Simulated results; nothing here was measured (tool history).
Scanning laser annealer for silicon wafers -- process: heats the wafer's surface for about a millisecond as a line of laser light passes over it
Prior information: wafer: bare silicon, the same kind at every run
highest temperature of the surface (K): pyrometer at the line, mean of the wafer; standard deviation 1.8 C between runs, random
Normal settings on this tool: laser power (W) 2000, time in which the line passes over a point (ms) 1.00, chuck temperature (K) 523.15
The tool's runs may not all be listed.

run,hour,laser power (W),time in which the line passes over a point (ms),chuck temperature (K),highest temperature of the surface (K)
1,0.0,2000,1.00,523.15,1281.15
2,15.3,2000,1.00,499.15,1256.15
3,29.6,2000,1.00,508.15,1263.15
4,47.0,2000,1.00,508.15,1261.15
5,65.0,2000,1.00,508.15,1260.15
6,87.2,2000,1.00,523.15,1272.15
7,98.5,2000,1.00,494.15,1244.15
8,112.6,2000,1.00,494.15,1246.15
9,129.2,2000,1.00,523.15,1271.15
10,138.7,2000,1.00,523.15,1277.15
11,158.3,2000,1.00,523.15,1275.15
12,176.6,2000,1.00,523.15,1272.15
13,193.5,2000,1.00,523.15,1274.15
14,212.3,2000,1.00,523.15,1277.15
15,229.2,2000,1.00,523.15,1274.15
16,247.5,1762,1.00,523.15,1190.15
17,257.1,1828,0.83,508.15,1139.15
18,268.2,1828,1.14,508.15,1236.15
19,279.4,1782,1.02,523.15,1205.15
20,302.5,2100,0.71,543.15,1217.15
21,316.2,2100,0.71,543.15,1214.15

What if the next run were any one of these 4? Each begins from the tool's condition after run 21:
A,335.0,1891,0.87,543.15,?
B,335.0,2087,0.91,523.15,?
C,335.0,1742,1.06,539.15,?
D,335.0,2100,1.01,543.15,?

run,highest temperature of the surface (K)
A,1211.15
B,1268.15
C,1212.15
D,1329.15
What these runs would have given with no unlogged condition in the tool:
run,highest temperature of the surface (K)
A,1229.15
B,1289.15
C,1231.15
D,1350.15
